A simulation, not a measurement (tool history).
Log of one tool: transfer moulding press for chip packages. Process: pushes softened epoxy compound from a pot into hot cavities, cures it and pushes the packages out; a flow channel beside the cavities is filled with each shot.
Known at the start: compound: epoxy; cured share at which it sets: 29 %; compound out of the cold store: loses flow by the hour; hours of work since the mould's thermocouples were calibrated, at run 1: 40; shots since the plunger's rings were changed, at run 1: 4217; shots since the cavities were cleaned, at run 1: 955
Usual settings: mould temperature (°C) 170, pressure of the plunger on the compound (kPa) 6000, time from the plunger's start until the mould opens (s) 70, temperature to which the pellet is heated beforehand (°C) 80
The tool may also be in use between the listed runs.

run    hour  mould temperature (°C)  pressure of the plunger on the compound (kPa)  time from the plunger's start until the mould opens (s)  temperature to which the pellet is heated beforehand (°C)  hours of work since the mould's thermocouples were calibrated  shots since the plunger's rings were changed  shots since the cavities were cleaned  incoming compound's hours out of the cold store  length that the compound runs in the flow channel (mm)  greatest force on the pins that push the packages out (N)
  1       0                     170                                           6000                                                       70                                                         80                                                             40                                          4217                                    955                                             21.4                                                     568                                                        516
       17.8  -- cavities cleaned with cleaning compound and waxed
       47.3  -- plunger's sealing rings changed
  2    60.9                     170                                           6000                                                       70                                                         80                                                             76                                           206                                    614                                             33.8                                                     557                                                        412
       95.7  -- cavities cleaned with cleaning compound and waxed
  3     152                     170                                           6000                                                       70                                                         80                                                            133                                          1560                                    850                                             47.1                                                     507                                                        461
      170.2  -- cavities cleaned with cleaning compound and waxed
  4   230.8                     170                                           6000                                                       70                                                         80                                                            182                                          2728                                    916                                             32.5                                                     544                                                        497
      246.5  -- cavities cleaned with cleaning compound and waxed
  5   313.7                     170                                           6000                                                       70                                                         80                                                            234                                          3959                                   1015                                             27.6                                                     553                                                        512
        321  -- cavities cleaned with cleaning compound and waxed
  6   354.8                     170                                           6000                                                       70                                                         81                                                            259                                          4557                                    510                                             34.4                                                     530                                                        429
      372.7  -- plunger's sealing rings changed
      402.9  -- cavities cleaned with cleaning compound and waxed
  7   444.2                     169                                           6000                                                       70                                                         80                                                            313                                          1058                                    624                                             47.8                                                     508                                                        464
      480.1  -- cavities cleaned with cleaning compound and waxed
  8   500.9                     169                                           6000                                                       70                                                         80                                                            348                                          1892                                    315                                             25.9                                                     574                                                        454
      542.4  -- mould's thermocouples calibrated
      556.1  -- cavities cleaned with cleaning compound and waxed
  9   594.8                     170                                           5230                                                       70                                                         80                                                             32                                          3259                                    585                                             24.5                                                     533                                                        446
      632.5  -- cavities cleaned with cleaning compound and waxed
 10   671.3                     170                                           5230                                                       70                                                         80                                                             80                                          4391                                    585                                             37.9                                                     484                                                        434
      706.5  -- plunger's sealing rings changed
      716.6  -- cavities cleaned with cleaning compound and waxed
 11   727.1                     170                                           5230                                                       70                                                         80                                                            113                                           288                                    159                                             38.5                                                     505                                                        333
 12   782.1                     167                                           5230                                                       70                                                         80                                                            148                                          1120                                    991                                             13.5                                                     592                                                        685
        795  -- cavities cleaned with cleaning compound and waxed
 13   835.9                     167                                           5230                                                       70                                                         80                                                            181                                          1910                                    619                                              8.5                                                     605                                                        649
        871  -- cavities cleaned with cleaning compound and waxed
 14   878.6                     167                                           5230                                                       70                                                         80                                                            207                                          2532                                    114                                             46.1                                                     478                                                        379
      949.7  -- cavities cleaned with cleaning compound and waxed
 15     953                     173                                           7330                                                       70                                                         80                                                            253                                          3634                                     49                                             27.2                                                     606                                                        259
 16     996                     173                                           7330                                                       70                                                         80                                                            280                                          4284                                    699                                             42.3                                                     554                                                        363
     1027.6  -- cavities cleaned with cleaning compound and waxed
     1035.9  -- plunger's sealing rings changed
 17    1070                     163                                           6000                                                       75                                                         80                                                            325                                           515                                    603                                               21                                                     622                                                        709
     1103.6  -- cavities cleaned with cleaning compound and waxed
 18  1144.7                     169                                           6910                                                       75                                                         85                                                            371                                          1622                                    622                                               41                                                     566                                                        426
     1151.1  -- mould's thermocouples calibrated
     1181.1  -- cavities cleaned with cleaning compound and waxed
 19  1217.8                     169                                           6910                                                       75                                                         85                                                             41                                          2673                                    555                                             35.2                                                     578                                                        398
     1257.6  -- cavities cleaned with cleaning compound and waxed
 20  1267.9                     173                                           6910                                                       69                                                         85                                                             72                                          3407                                    155                                             20.2                                                     615                                                        289
     1333.3  -- cavities cleaned with cleaning compound and waxed
 21  1352.9                     173                                           6910                                                       69                                                         85                                                            125                                          4670                                    296                                             30.2                                                     571                                                        308
       1363  -- plunger's sealing rings changed
     1413.5  -- cavities cleaned with cleaning compound and waxed
 22    1434                     169                                           6130                                                       83                                                         74                                                            174                                          1051                                    310                                             43.6                                                     526                                                        293
 23  1475.8                     172                                           4850                                                       75                                                         86                                                            201                                          1682                                    941                                             34.4                                                     486                                                        359
     1488.9  -- cavities cleaned with cleaning compound and waxed
 24  1556.8                     172                                           4850                                                       75                                                         86                                                            251                                          2884                                   1027                                             42.3                                                     459                                                        358
     1566.8  -- cavities cleaned with cleaning compound and waxed
 25  1615.8                     175                                           5800                                                      103                                                         85                                                            287                                          3753                                    741                                             23.9                                                     545                                                        268

Forecast each of these 3 alternatives for the next run:
     1644.2  -- cavities cleaned with cleaning compound and waxed
  A  1671.7                     170                                           5170                                                       83                                                         84                                                            322                                          4574                                    414                                             27.9                                                       ?                                                          ?
     1644.2  -- cavities cleaned with cleaning compound and waxed
  B  1671.7                     170                                           6000                                                       70                                                         80                                                            322                                          4574                                    414                                             21.6                                                       ?                                                          ?
     1644.2  -- cavities cleaned with cleaning compound and waxed
  C  1671.7                     175                                           5800                                                       56                                                         70                                                            322                                          4574                                    414                                             40.5                                                       ?                                                          ?

run  length that the compound runs in the flow channel (mm)  greatest force on the pins that push the packages out (N)
  A                                                     511                                                        307
  B                                                     570                                                        440
  C                                                     493                                                        499
Without the tool's hidden state the same runs would have given:
run  length that the compound runs in the flow channel (mm)  greatest force on the pins that push the packages out (N)
  A                                                     539                                                        199
  B                                                     601                                                        282
  C                                                     520                                                        321

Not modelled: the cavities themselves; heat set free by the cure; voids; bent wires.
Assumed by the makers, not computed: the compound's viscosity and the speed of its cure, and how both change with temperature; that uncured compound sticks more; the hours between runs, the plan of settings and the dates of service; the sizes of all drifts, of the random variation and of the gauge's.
